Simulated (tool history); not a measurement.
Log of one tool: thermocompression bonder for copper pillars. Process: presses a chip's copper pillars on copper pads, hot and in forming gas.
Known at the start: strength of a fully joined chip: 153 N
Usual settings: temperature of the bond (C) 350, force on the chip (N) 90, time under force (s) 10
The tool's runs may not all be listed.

run    hour  temperature of the bond (C)  force on the chip (N)  time under force (s)  force that shears a chip off (N)
  1     0.0                          350                     90                    10                              89.7
       61.8  -- forming gas filter changed
  2    82.6                          350                     90                    10                              89.6
  3   120.9                          350                     90                    10                              90.6
  4   170.3                          350                     90                    16                             103.2
  5   208.0                          350                     90                    16                             103.2
  6   287.5                          350                     90                    10                              89.6
  7   357.8                          350                     90                    10                              90.4
  8   418.2                          350                     90                    10                              89.7
  9   496.7                          350                     90                    10                              89.6
 10   569.1                          350                     90                    10                              89.9
 11   636.3                          320                     90                    10                              65.9
      644.5  -- forming gas filter changed
 12   683.7                          320                     90                    10                              65.0
 13   746.0                          320                     90                    10                              65.5
 14   824.4                          320                     90                    10                              65.6
 15   901.7                          320                     90                    10                              66.2
 16   968.2                          320                     90                    10                              64.7
 17  1047.4                          320                     90                    10                              64.8
 18  1111.6                          320                     70                    10                              51.2
 19  1198.3                          320                     70                    10                              50.1
     1228.8  -- forming gas filter changed
 20  1251.7                          350                     61                    10                              62.3
     1262.4  -- force cell calibrated
 21  1316.0                          350                    119                     8                             103.8
 22  1352.7                          350                    119                     8                             104.5
 23  1436.4                          350                    119                     8                             104.4
 24  1500.4                          350                    119                     8                             104.7
 25  1550.1                          350                    119                     8                             105.0
 26  1629.5                          350                     70                    19                              88.8
 27  1696.6                          343                     90                    13                              91.2
 28  1772.2                          350                     72                    10                              74.0
     1814.7  -- forming gas filter changed
 29  1828.8                          350                     90                    23                             112.7
 30  1907.1                          335                     77                    29                              95.2
 31  1965.3                          335                     77                    29                              94.5
     2030.9  -- heater calibrated with a thermocouple chip
 32  2030.9                          357                     60                    28                              95.4
 33  2101.7                          321                     90                     9                              64.8
 34  2184.8                          321                     90                     9                              63.8
 35  2268.6                          350                     90                    20                             109.1
 36  2357.6                          352                     90                    15                             103.8
     2397.7  -- forming gas filter changed
 37  2405.7                          350                    104                    14                             110.6
 38  2467.1                          350                     90                    20                             110.0
 39  2532.1                          325                     58                    20                              58.0

Forecast each of these 4 alternatives for the next run:
  A  2599.1                          364                    117                    19                                 ?
  B  2599.1                          332                     80                    13                                 ?
  C  2599.1                          339                     60                    18                                 ?
  D  2599.1                          355                    127                    19                                 ?

run  force that shears a chip off (N)
  A                             135.4
  B                              73.8
  C                              68.1
  D                             131.8
Without the tool's hidden state the same runs would have given:
run  force that shears a chip off (N)
  A                             135.5
  B                              73.9
  C                              68.2
  D                             131.9
